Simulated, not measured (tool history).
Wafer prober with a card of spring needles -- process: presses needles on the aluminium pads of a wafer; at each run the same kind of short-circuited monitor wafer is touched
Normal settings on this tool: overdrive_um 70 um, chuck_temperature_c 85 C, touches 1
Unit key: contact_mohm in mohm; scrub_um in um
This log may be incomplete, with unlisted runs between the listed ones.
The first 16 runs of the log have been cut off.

run	hour	overdrive_um	chuck_temperature_c	touches	contact_mohm	scrub_um
17	168.5	70	33	3	267	17.69
# hour 173.1: tips cleaned on abrasive film
18	180.2	69	30	1	328	17.43
# hour 190.8: tips cleaned on abrasive film
19	193.4	70	38	3	244	17.59
20	202.6	70	27	1	347	17.64
# hour 208.2: tips cleaned on abrasive film
21	215.5	86	78	1	300	21.65
# hour 225.3: tips cleaned on abrasive film
22	226.8	86	59	1	254	21.59
23	235.2	51	85	3	308	12.74
# hour 242.6: tips cleaned on abrasive film
24	248.4	51	85	3	295	12.73
25	258.3	80	34	1	340	20.09
# hour 259.6: tips cleaned on abrasive film
26	268.8	80	34	1	309	20.11
27	275.3	80	34	1	336	20.08
# hour 276.5: tips cleaned on abrasive film
28	286.7	60	35	2	316	14.98
# hour 294.1: tips cleaned on abrasive film
29	296.6	60	55	2	269	14.97
30	308	60	55	2	329	14.94

Branching from run 30: 5 alternative next runs. What would each branch give?
# hour 311.6: tips cleaned on abrasive film
A	318	56	46	2	?	?
# hour 311.6: tips cleaned on abrasive film
B	318	66	98	1	?	?
# hour 311.6: tips cleaned on abrasive film
C	318	56	96	2	?	?
# hour 311.6: tips cleaned on abrasive film
D	318	60	119	2	?	?
# hour 311.6: tips cleaned on abrasive film
E	318	60	80	2	?	?

run	contact_mohm	scrub_um
A	312	13.93
B	334	16.45
C	317	13.96
D	309	14.96
E	311	14.93
With no hidden state in the tool, these same runs would have given:
run	contact_mohm	scrub_um
A	231	14.21
B	242	16.73
C	243	14.24
D	246	15.24
E	242	15.21
